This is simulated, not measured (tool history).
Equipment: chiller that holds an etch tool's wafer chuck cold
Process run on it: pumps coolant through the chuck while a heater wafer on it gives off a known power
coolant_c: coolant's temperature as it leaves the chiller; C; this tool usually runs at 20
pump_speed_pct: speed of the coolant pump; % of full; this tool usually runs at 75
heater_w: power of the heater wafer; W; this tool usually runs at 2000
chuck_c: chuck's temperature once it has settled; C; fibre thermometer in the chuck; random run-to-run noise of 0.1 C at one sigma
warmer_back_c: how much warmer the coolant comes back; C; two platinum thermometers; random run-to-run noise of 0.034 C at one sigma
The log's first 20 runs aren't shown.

run    hour  coolant_c  pump_speed_pct  heater_w  hours since the coolant was changed and the channels were flushed  hours since the pump was overhauled  hours since the chiller's thermometer was calibrated  chuck_c  warmer_back_c
 21  1533.4         21              67      2000                                                               7376                                  183                                                  1053     51.2           6.58
     1603.5  -- coolant pump overhauled, once more
 22  1627.2         10             100      2000                                                               7465                                   24                                                  1142     30.4           4.21
 23  1707.8         10             100      2000                                                               7545                                  104                                                  1222     30.8           4.17
 24  1775.1         21              75      1125                                                               7613                                  172                                                  1290     35.9           3.06
 25  1852.2         20              73      1019                                                               7690                                  249                                                  1367     33.9           2.93
 26  1953.0         30             100      1292                                                               7791                                  350                                                  1468     43.8           2.69
 27  2035.3         20              74      1919                                                               7873                                  432                                                  1550     45.9           5.46
 28  2119.9         22              75      1845                                                               7957                                  516                                                  1634     46.9           5.14
 29  2172.9         14              78      1878                                                               8010                                  569                                                  1687     38.6           5.10
     2252.8  -- coolant changed, channels flushed
 30  2282.4         26              72      1614                                                                 30                                  673                                                  1791     43.7           4.72
 31  2363.3         26              72      1614                                                                110                                  754                                                  1872     43.7           4.72

Below are 3 alternative next runs, each starting from the tool's condition after run 31. Predict each:
  A  2422.7         20              75      1578                                                                170                                  813                                                  1931        ?              ?
  B  2422.7         20              69      2286                                                                170                                  813                                                  1931        ?              ?
  C  2422.7         20              84      2000                                                                170                                  813                                                  1931        ?              ?

run  chuck_c  warmer_back_c
  A     36.9           4.46
  B     46.1           6.92
  C     39.4           5.04
Without the tool's unlogged condition, the same runs would have read:
run  chuck_c  warmer_back_c
  A     36.6           4.46
  B     45.7           6.91
  C     39.1           5.04
